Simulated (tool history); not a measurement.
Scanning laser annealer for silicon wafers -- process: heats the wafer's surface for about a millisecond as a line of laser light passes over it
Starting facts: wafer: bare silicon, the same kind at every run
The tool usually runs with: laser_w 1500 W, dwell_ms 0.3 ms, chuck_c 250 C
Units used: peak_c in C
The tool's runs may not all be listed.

run,hour,laser_w,dwell_ms,chuck_c,peak_c
1,0,1500,0.3,250,986
# hour 11.4: window over the wafer cleaned
2,11.8,1500,0.3,250,1010
3,24.9,1500,0.3,250,1006
4,42.2,1500,0.28,250,983
5,52.9,1500,0.28,250,985
6,60.3,1439,0.354,250,1038
7,69.6,1439,0.354,250,1040

What does the tool deliver on the next run?
8,80.4,1489,0.335,245,?

peak_c: 1042 C
On a tool with no hidden condition, and with the same random variation, this run would have come out at peak_c 1046 C.

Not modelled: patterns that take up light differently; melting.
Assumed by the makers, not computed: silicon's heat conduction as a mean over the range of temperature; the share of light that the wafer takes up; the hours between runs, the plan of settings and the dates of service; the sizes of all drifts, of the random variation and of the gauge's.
